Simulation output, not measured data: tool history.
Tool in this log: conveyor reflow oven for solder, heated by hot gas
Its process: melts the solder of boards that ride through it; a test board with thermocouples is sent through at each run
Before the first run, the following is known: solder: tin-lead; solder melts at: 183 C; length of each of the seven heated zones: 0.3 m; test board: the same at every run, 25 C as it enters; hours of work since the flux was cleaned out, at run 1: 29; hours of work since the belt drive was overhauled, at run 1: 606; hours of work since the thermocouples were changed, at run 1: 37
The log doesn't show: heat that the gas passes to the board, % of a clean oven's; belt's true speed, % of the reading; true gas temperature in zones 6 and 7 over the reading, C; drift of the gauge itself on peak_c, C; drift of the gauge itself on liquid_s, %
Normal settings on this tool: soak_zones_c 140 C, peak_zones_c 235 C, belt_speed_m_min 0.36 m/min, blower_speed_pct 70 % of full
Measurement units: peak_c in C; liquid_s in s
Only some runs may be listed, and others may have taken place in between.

| run | day | soak_zones_c | peak_zones_c | belt_speed_m_min | blower_speed_pct | hours of work since the flux was cleaned out | hours of work since the belt drive was overhauled | hours of work since the thermocouples were changed | peak_c | liquid_s |
|---|---|---|---|---|---|---|---|---|---|---|
| 1 | 0 | 140 | 235 | 0.36 | 70 | 29 | 606 | 37 | 222 | 81.4 |
| 2 | 0.392 | 140 | 235 | 0.36 | 70 | 35 | 611 | 42 | 222.3 | 82.3 |
| 3 | 0.679 | 140 | 235 | 0.36 | 70 | 39 | 615 | 46 | 223 | 82 |
| 4 | 0.842 | 140 | 235 | 0.36 | 70 | 41 | 617 | 48 | 222.8 | 80.5 |
| 5 | 1.179 | 140 | 235 | 0.36 | 70 | 45 | 622 | 53 | 222.8 | 81.7 |
| 6 | 1.454 | 140 | 235 | 0.36 | 63 | 49 | 626 | 56 | 220.5 | 80.6 |
| 7 | 1.642 | 140 | 235 | 0.36 | 70 | 52 | 628 | 59 | 222.1 | 81.3 |
| 8 | 2.021 | 140 | 235 | 0.36 | 70 | 57 | 633 | 64 | 221.4 | 80.9 |
| 9 | 2.225 | 140 | 228 | 0.36 | 53 | 59 | 636 | 67 | 212.6 | 70.9 |
| 10 | 2.612 | 140 | 228 | 0.36 | 53 | 65 | 641 | 72 | 211.5 | 70.8 |
| 11 | 2.825 | 140 | 235 | 0.395 | 70 | 68 | 644 | 75 | 219.9 | 71.3 |
| 12 | 3.092 | 140 | 235 | 0.413 | 89 | 71 | 648 | 79 | 221.3 | 69.8 |
| 13 | 3.312 | 140 | 235 | 0.413 | 89 | 74 | 651 | 82 | 220.8 | 69.5 |
| 14 | 3.617 | 141 | 234 | 0.358 | 67 | 78 | 655 | 86 | 221.2 | 82.2 |
| 15 | 3.9 | 136 | 235 | 0.36 | 70 | 82 | 659 | 90 | 222.4 | 78.8 |

Run 16, settings as shown, results not yet in. Your forecast:
| 16 | 4.296 | 136 | 235 | 0.36 | 70 | 88 | 664 | 95 | ? | ? |

Run 16 came out at peak_c 222.2 C, liquid_s 79.5 s.
Minus the tool's unlogged condition, the same run would have read peak_c 222.2 C, liquid_s 79.5 s.
